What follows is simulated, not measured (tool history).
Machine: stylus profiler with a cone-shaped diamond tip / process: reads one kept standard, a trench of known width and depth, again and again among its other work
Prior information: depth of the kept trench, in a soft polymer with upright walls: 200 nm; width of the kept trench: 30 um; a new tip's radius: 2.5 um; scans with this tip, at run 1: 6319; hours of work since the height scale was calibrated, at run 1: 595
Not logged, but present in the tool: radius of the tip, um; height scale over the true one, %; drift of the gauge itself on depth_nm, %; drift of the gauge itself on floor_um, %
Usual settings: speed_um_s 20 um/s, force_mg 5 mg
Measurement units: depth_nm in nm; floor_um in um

run    hour  speed_um_s  force_mg  scans with this tip  hours of work since the height scale was calibrated  depth_nm  floor_um
  1       0          20         5                 6319                                                  595    203.93     27.72
  2    69.9          20      1.69                 6799                                                  640    201.65     27.71
  3   169.9          20         5                 7487                                                  705    203.68     27.68
  4   266.2          20         5                 8149                                                  767    203.91     27.73
  5   310.5          20         5                 8453                                                  795    203.53     27.64
  6   395.5          20         5                 9037                                                  850     203.6      27.7
  7   469.9          13         5                 9548                                                  899    203.64     27.61
      475.7  -- height scale calibrated on a step standard
  8   543.3          48         5                10050                                                   44    203.05     27.61
  9   614.4          48         5                10538                                                   90    203.08     27.54
 10   674.5          48         5                10951                                                  129    203.22     27.51
 11   735.2           5         5                11368                                                  168    203.03     27.64
 12   803.4           6      8.52                11837                                                  212    205.02      27.6
 13     861           6      8.52                12233                                                  249    205.04     27.63
 14   926.2          44      3.61                12681                                                  291    202.02     27.48
 15   992.8          44      3.61                13139                                                  334    202.09     27.46
     1024.5  -- height scale calibrated on a step standard, once more
 16  1069.7           5      2.08                13664                                                   29    202.51     27.53
 17  1162.1           8      2.07                14299                                                   89    202.39      27.5
 18  1259.4          70      7.56                14967                                                  152    205.68     27.43
 19  1346.5          70      7.56                15566                                                  208    205.69     27.38

Pick out some run-to-run changes in depth_nm. Of each, how much would a tool without hidden state show as well, from the settings, what came in and chance, and how much is left for the hidden state and any gauge scatter not in both results compared?
Run 15 -> 16: speed_um_s 44 -> 5, force_mg 3.61 -> 2.08, height scale calibrated on a step standard, once more. depth_nm +0.42 nm: hidden state +1.44, all else -1.02.
Run 17 -> 18: speed_um_s 8 -> 70, force_mg 2.07 -> 7.56. depth_nm +3.29 nm: hidden state -0.07, all else +3.36.

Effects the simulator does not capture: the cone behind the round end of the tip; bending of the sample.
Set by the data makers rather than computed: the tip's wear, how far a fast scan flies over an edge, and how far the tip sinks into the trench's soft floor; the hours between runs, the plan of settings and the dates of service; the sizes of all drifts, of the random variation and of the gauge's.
